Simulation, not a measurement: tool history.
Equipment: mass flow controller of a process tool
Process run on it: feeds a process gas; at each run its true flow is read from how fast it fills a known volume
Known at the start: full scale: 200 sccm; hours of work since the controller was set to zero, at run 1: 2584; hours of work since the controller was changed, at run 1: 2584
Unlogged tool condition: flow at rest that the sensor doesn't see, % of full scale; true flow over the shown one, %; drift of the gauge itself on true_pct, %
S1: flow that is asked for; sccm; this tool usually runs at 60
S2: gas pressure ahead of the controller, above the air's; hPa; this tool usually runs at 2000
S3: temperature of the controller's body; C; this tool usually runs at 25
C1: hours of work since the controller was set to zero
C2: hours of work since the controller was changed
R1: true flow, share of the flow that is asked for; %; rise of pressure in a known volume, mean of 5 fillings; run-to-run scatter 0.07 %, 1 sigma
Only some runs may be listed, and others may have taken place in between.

{"run": 1, "hour": 0.0, "S1": 60, "S2": 2000, "S3": 25, "C1": 2584, "C2": 2584, "R1": 98.29}
{"run": 2, "hour": 119.4, "S1": 60, "S2": 2000, "S3": 25, "C1": 2678, "C2": 2678, "R1": 98.38}
{"run": 3, "hour": 182.3, "S1": 60, "S2": 2000, "S3": 25, "C1": 2728, "C2": 2728, "R1": 98.5}
{"run": 4, "hour": 311.5, "S1": 60, "S2": 2000, "S3": 25, "C1": 2830, "C2": 2830, "R1": 98.47}
{"run": 5, "hour": 422.7, "S1": 60, "S2": 2000, "S3": 25, "C1": 2918, "C2": 2918, "R1": 98.56}
{"run": 6, "hour": 553.4, "S1": 60, "S2": 2000, "S3": 25, "C1": 3022, "C2": 3022, "R1": 98.64}
{"run": 7, "hour": 613.4, "S1": 60, "S2": 2000, "S3": 25, "C1": 3069, "C2": 3069, "R1": 98.63}
{"run": 8, "hour": 727.8, "S1": 60, "S2": 2000, "S3": 25, "C1": 3160, "C2": 3160, "R1": 98.75}
{"run": 9, "hour": 852.2, "S1": 199, "S2": 1900, "S3": 25, "C1": 3258, "C2": 3258, "R1": 100.61}
{"run": 10, "hour": 989.8, "S1": 75, "S2": 1890, "S3": 24, "C1": 3367, "C2": 3367, "R1": 99.22}
{"run": 11, "hour": 1095.3, "S1": 106, "S2": 1990, "S3": 28, "C1": 3451, "C2": 3451, "R1": 99.69}
{"run": 12, "hour": 1160.3, "S1": 106, "S2": 1990, "S3": 28, "C1": 3502, "C2": 3502, "R1": 99.79}
{"run": 13, "hour": 1264.9, "S1": 106, "S2": 2610, "S3": 34, "C1": 3585, "C2": 3585, "R1": 99.69}
{"run": 14, "hour": 1332.6, "S1": 106, "S2": 1940, "S3": 27, "C1": 3639, "C2": 3639, "R1": 99.77}

What if the next run were any one of these 3? Each begins from the tool's condition after run 14:
{"run": "A", "hour": 1394.4, "S1": 55, "S2": 2350, "S3": 20, "C1": 3688, "C2": 3688, "R1": "?"}
{"run": "B", "hour": 1394.4, "S1": 22, "S2": 1940, "S3": 27, "C1": 3688, "C2": 3688, "R1": "?"}
{"run": "C", "hour": 1394.4, "S1": 60, "S2": 2250, "S3": 32, "C1": 3688, "C2": 3688, "R1": "?"}

run=A R1=99.08
run=B R1=98.9
run=C R1=99.35
Without the tool's hidden state the same runs would have given:
run=A R1=98.08
run=B R1=97.9
run=C R1=98.34

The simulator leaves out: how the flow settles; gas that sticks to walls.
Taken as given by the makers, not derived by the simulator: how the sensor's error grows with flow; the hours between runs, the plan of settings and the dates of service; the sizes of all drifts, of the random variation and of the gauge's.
